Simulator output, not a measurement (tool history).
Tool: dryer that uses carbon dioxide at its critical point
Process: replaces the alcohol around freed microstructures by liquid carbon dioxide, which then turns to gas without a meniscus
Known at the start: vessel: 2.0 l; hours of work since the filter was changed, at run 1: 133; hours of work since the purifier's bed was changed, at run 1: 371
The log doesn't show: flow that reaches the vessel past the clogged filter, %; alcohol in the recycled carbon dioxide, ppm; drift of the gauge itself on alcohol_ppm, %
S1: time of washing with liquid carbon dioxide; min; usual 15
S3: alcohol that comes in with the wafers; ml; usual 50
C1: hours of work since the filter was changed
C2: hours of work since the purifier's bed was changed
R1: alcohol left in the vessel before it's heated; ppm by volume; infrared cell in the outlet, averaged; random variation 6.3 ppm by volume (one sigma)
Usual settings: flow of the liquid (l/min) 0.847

Run 1, hour 0.0: usual settings; C1 133; C2 371. Result: R1 343 ppm by volume.
Run 2, hour 46.1: usual settings but flow of the liquid (l/min) 0.771; C1 153; C2 392. Result: R1 505 ppm by volume.
Run 3, hour 76.9: usual settings but S3 31 ml; C1 167; C2 405. Result: R1 253 ppm by volume.
Run 4, hour 99.4: usual settings; C1 177; C2 415. Result: R1 369 ppm by volume.
Run 5, hour 125.1: usual settings; C1 188; C2 426. Result: R1 383 ppm by volume.
Run 6, hour 151.6: usual settings; C1 200; C2 438. Result: R1 385 ppm by volume.
Run 7, hour 170.7: usual settings; C1 208; C2 446. Result: R1 388 ppm by volume.
Run 8, hour 209.2: usual settings; C1 225; C2 463. Result: R1 422 ppm by volume.
Run 9, hour 249.3: usual settings; C1 243; C2 481. Result: R1 427 ppm by volume.
At hour 258.3: inlet filter changed.
Run 10, hour 290.3: usual settings; C1 14; C2 499. Result: R1 329 ppm by volume.
Run 11, hour 312.6: usual settings; C1 24; C2 508. Result: R1 341 ppm by volume.
Run 12, hour 354.1: usual settings but S3 108 ml; C1 42; C2 527. Result: R1 646 ppm by volume.
Run 13, hour 378.2: usual settings but S3 108 ml; C1 53; C2 537. Result: R1 652 ppm by volume.
Run 14, hour 421.2: usual settings but S1 14 min, flow of the liquid (l/min) 0.766, S3 108 ml; C1 72; C2 556. Result: R1 1289 ppm by volume.
Run 15, hour 462.1: usual settings but S1 14 min, flow of the liquid (l/min) 0.766, S3 108 ml; C1 90; C2 574. Result: R1 1330 ppm by volume.
Run 16, hour 497.5: usual settings but S1 14 min, flow of the liquid (l/min) 0.792, S3 42 ml; C1 105; C2 590. Result: R1 494 ppm by volume.
Run 17, hour 538.6: usual settings but S1 18 min, flow of the liquid (l/min) 0.553, S3 91 ml; C1 123; C2 608. Result: R1 1419 ppm by volume.
Run 18, hour 558.0: usual settings but S1 18 min, flow of the liquid (l/min) 0.553, S3 64 ml; C1 132; C2 617. Result: R1 1070 ppm by volume.
Run 19, hour 588.5: usual settings but S1 18 min, flow of the liquid (l/min) 0.553, S3 64 ml; C1 145; C2 630. Result: R1 1055 ppm by volume.
Run 20, hour 630.7: usual settings but S1 18 min, flow of the liquid (l/min) 0.553, S3 64 ml; C1 164; C2 649. Result: R1 1093 ppm by volume.
Run 21, hour 654.2: usual settings but S1 18 min, flow of the liquid (l/min) 0.553, S3 64 ml; C1 174; C2 659. Result: R1 1052 ppm by volume.
Run 22, hour 699.6: usual settings but S1 10 min, flow of the liquid (l/min) 1.348, S3 41 ml; C1 194; C2 679. Result: R1 317 ppm by volume.
Run 23, hour 743.3: usual settings but S1 10 min, flow of the liquid (l/min) 1.348, S3 41 ml; C1 214; C2 698. Result: R1 318 ppm by volume.
Run 24, hour 766.3: usual settings but S1 11 min, flow of the liquid (l/min) 0.843, S3 41 ml; C1 224; C2 708. Result: R1 960 ppm by volume.
Run 25, hour 802.2: usual settings but S1 17 min, flow of the liquid (l/min) 0.585, S3 57 ml; C1 240; C2 724. Result: R1 1086 ppm by volume.

The same runs without the tool's hidden state, with the same run-to-run variation:
run    R1
  1   246
  2   375
  3   161
  4   246
  5   252
  6   248
  7   248
  8   266
  9   262
 10   261
 11   268
 12   547
 13   543
 14  1119
 15  1129
 16   373
 17  1174
 18   860
 19   835
 20   846
 21   806
 22   179
 23   171
 24   699
 25   767

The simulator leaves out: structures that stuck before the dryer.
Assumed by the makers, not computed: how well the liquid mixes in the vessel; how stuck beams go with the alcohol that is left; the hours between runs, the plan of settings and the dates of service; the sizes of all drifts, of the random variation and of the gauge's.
